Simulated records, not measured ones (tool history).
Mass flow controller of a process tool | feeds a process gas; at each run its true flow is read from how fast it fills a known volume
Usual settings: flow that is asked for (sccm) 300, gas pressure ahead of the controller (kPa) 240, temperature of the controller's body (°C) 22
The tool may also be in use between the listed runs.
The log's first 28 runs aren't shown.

run,hour,flow that is asked for (sccm),gas pressure ahead of the controller (kPa),temperature of the controller's body (°C),hours of work since the controller was set to zero,hours of work since the controller was changed,true flow (%)
29,10932.0,89,240,22,6211,6211,91.16
30,11338.8,207,240,28,6491,6491,95.28
31,11782.0,294,245,21,6796,6796,95.73
32,12319.7,300,191,23,7166,7166,95.51
33,12749.7,137,143,27,7461,7461,92.50
34,13038.8,138,195,31,7660,7660,92.91
# hour 13189.9: controller's zero set anew
35,13534.3,138,195,31,237,8001,97.08
36,13805.6,138,195,31,423,8187,97.02
37,14095.7,365,195,25,623,8387,97.49
38,14624.3,77,152,36,987,8750,95.97
39,14956.6,367,209,32,1215,8979,97.93
40,15436.0,83,222,21,1545,9309,94.28
41,15777.5,83,222,21,1780,9544,94.10
42,16175.4,179,171,37,2053,9817,96.48
43,16540.3,230,240,22,2304,10068,95.74
44,16994.2,61,200,22,2616,10380,91.89
45,17296.0,468,168,28,2824,10588,97.27
46,17580.8,51,230,22,3020,10784,90.58

Run 47 comes next. What will it give?
47,17854.2,51,230,23,3208,10972,?

{"run 47": {"true flow (%)": 90.25}}
Without the tool's hidden state the same run would have given true flow (%) 97.92.
